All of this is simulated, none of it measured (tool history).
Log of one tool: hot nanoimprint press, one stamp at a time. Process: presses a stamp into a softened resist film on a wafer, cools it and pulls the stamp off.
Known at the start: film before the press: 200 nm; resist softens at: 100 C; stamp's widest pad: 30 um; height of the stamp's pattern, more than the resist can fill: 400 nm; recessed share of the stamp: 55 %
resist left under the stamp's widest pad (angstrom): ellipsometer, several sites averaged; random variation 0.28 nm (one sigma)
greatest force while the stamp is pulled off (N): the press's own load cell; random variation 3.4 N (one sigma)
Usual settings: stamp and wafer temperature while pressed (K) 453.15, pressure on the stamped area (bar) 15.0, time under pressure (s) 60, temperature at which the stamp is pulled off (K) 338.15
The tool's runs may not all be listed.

run,hour,stamp and wafer temperature while pressed (K),pressure on the stamped area (bar),time under pressure (s),temperature at which the stamp is pulled off (K),resist left under the stamp's widest pad (angstrom),greatest force while the stamp is pulled off (N)
1,0.0,453.15,15.0,60,338.15,755,225
2,8.6,453.15,15.0,60,338.15,752,229
3,14.1,453.15,23.6,60,338.15,605,227
4,19.4,453.15,15.0,32,338.15,960,230
5,30.5,453.15,15.0,60,338.15,749,225
6,42.7,453.15,17.7,60,338.15,694,230
7,49.9,453.15,17.7,60,338.15,694,226
8,60.5,453.15,15.0,60,338.15,758,229
9,71.0,453.15,15.0,60,338.15,749,232
# hour 77.8: stamp cleaned and given a new release coat
10,86.7,453.15,15.0,60,338.15,752,212
11,98.2,453.15,15.0,60,338.15,749,206
12,109.2,453.15,15.0,60,334.15,747,219
13,121.0,453.15,15.0,60,334.15,751,221
14,127.9,453.15,15.0,60,334.15,749,223
15,135.7,453.15,15.0,60,334.15,746,225
16,140.8,459.15,22.9,38,332.15,616,228

Forecast run 17:
17,146.2,453.15,13.8,60,338.15,?,?

{"run 17": {"resist left under the stamp's widest pad (angstrom)": 782, "greatest force while the stamp is pulled off (N)": 216}}
Without the tool's hidden state the same run would have given resist left under the stamp's widest pad (angstrom) 789, greatest force while the stamp is pulled off (N) 212.
